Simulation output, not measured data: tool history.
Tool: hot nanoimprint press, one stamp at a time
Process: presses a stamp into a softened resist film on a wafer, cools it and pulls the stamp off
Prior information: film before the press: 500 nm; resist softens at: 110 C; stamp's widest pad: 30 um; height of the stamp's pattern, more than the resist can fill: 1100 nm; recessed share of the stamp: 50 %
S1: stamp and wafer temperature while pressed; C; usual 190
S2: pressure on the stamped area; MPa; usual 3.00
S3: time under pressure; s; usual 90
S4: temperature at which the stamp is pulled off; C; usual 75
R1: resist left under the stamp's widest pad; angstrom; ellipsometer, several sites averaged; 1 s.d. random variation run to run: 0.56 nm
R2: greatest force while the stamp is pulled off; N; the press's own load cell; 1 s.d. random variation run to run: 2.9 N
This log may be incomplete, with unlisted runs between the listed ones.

| run | day | S1 | S2 | S3 | S4 | R1 | R2 |
|---|---|---|---|---|---|---|---|
| 1 | 0.000 | 190 | 3.00 | 90 | 75 | 2017 | 136 |
| 2 | 0.542 | 190 | 3.00 | 90 | 75 | 2020 | 137 |
| 3 | 1.175 | 190 | 3.00 | 61 | 75 | 2307 | 136 |
| 4 | 1.550 | 190 | 3.00 | 90 | 75 | 2026 | 139 |
| 5 | 1.950 | 191 | 3.00 | 90 | 75 | 1932 | 140 |
| 6 | 2.296 | 191 | 3.00 | 90 | 75 | 1937 | 139 |
| 7 | 2.629 | 190 | 2.03 | 90 | 75 | 2499 | 144 |
| 8 | 3.021 | 190 | 2.03 | 90 | 75 | 2492 | 134 |
| 9 | 3.750 | 190 | 2.03 | 90 | 75 | 2488 | 140 |
| 10 | 4.446 | 190 | 2.03 | 90 | 75 | 2496 | 132 |
| 11 | 4.888 | 190 | 2.03 | 90 | 75 | 2488 | 137 |
| 12 | 5.221 | 190 | 2.03 | 90 | 75 | 2503 | 133 |
| 13 | 5.746 | 190 | 2.03 | 90 | 75 | 2495 | 134 |
| 14 | 6.475 | 190 | 3.00 | 90 | 75 | 2031 | 132 |
| 15 | 6.850 | 190 | 3.00 | 90 | 75 | 2021 | 134 |
| 16 | 7.412 | 194 | 3.00 | 90 | 75 | 1696 | 136 |
| 17 | 7.950 | 194 | 2.02 | 90 | 75 | 2129 | 138 |
| 18 | 8.462 | 194 | 2.41 | 90 | 64 | 1938 | 152 |
| 19 | 8.950 | 194 | 2.41 | 90 | 64 | 1935 | 148 |
| 20 | 9.300 | 201 | 2.40 | 145 | 80 | 1218 | 130 |
| 21 | 9.621 | 201 | 2.40 | 145 | 80 | 1228 | 131 |
| 22 | 10.067 | 190 | 2.69 | 90 | 83 | 2133 | 133 |
| 23 | 10.496 | 190 | 2.69 | 90 | 83 | 2147 | 135 |
| 24 | 10.921 | 190 | 2.69 | 127 | 83 | 1903 | 137 |
| 25 | 11.654 | 201 | 2.69 | 167 | 83 | 1080 | 128 |
| 26 | 12.083 | 190 | 3.00 | 83 | 75 | 2068 | 142 |
| 27 | 12.562 | 191 | 3.00 | 71 | 75 | 2097 | 132 |
| 28 | 12.971 | 196 | 2.90 | 128 | 63 | 1407 | 145 |
| 29 | 13.592 | 181 | 3.00 | 90 | 75 | 2960 | 136 |
| 30 | 14.329 | 188 | 3.00 | 90 | 75 | 2209 | 136 |

Not shown here: 1 entry made in the log between runs. Locate each between two listed runs and compare the hidden state at the listed run before it with the hidden state at the listed run after it:
Logged between run 13 and run 14: stamp cleaned and given a new release coat (day 6.229)
  grip of the stamp's worn release coat, % over a new coat's: 1.2 -> 0
